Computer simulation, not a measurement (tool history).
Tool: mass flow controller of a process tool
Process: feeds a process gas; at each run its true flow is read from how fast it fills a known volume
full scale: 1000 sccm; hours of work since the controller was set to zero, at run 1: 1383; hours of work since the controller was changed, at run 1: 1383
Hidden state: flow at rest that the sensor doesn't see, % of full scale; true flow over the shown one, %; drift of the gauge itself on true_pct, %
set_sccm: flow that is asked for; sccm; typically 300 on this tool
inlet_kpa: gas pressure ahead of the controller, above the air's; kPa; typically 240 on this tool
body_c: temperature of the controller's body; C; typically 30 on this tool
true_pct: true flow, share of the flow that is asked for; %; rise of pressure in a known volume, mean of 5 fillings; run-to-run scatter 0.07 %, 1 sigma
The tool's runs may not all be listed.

run	day	set_sccm	inlet_kpa	body_c	hours of work since the controller was set to zero	hours of work since the controller was changed	true_pct
1	0	300	240	30	1383	1383	97.01
2	3.108	300	240	30	1412	1412	96.96
3	6.988	300	240	30	1449	1449	96.96
4	10.842	300	240	30	1485	1485	97.02
5	14.479	300	240	30	1520	1520	96.94
6	16.692	300	240	30	1540	1540	96.89
7	19.558	300	141	30	1568	1568	97.33
8	21.804	300	141	30	1589	1589	97.26
9	25.867	300	141	30	1627	1627	97.17
10	27.992	300	141	30	1647	1647	97.32
11	29.625	300	141	30	1663	1663	97.24
# day 29.983: controller's zero set anew
12	32.588	300	240	30	25	1690	96.65
13	34.267	563	171	34	40	1706	97.93
14	37.662	563	171	34	72	1738	97.88
15	39.629	563	171	34	91	1757	97.89
16	41.35	815	179	34	107	1773	98.82
17	45.117	815	179	34	143	1809	98.82
# day 47.008: controller's zero set anew, once more
18	47.038	213	179	34	0	1826	97.78
19	49.792	213	179	34	26	1852	97.7
20	52.938	213	179	34	56	1882	97.62
21	55.083	213	179	34	76	1902	97.64
22	58.4	300	206	21	107	1934	98.49
23	60.246	300	206	21	125	1951	98.4
24	63.158	300	206	21	152	1979	98.36

3 options for the next run, each taken on its own from the tool as it stands now. Forecast them:
A	65.796	905	146	21	177	2003	?
B	65.796	300	240	33	177	2003	?
C	65.796	300	240	27	177	2003	?

run	true_pct
A	100.36
B	97.91
C	98.14
Had the tool no hidden state, the same runs would have come out as:
run	true_pct
A	100.22
B	97.9
C	98.13
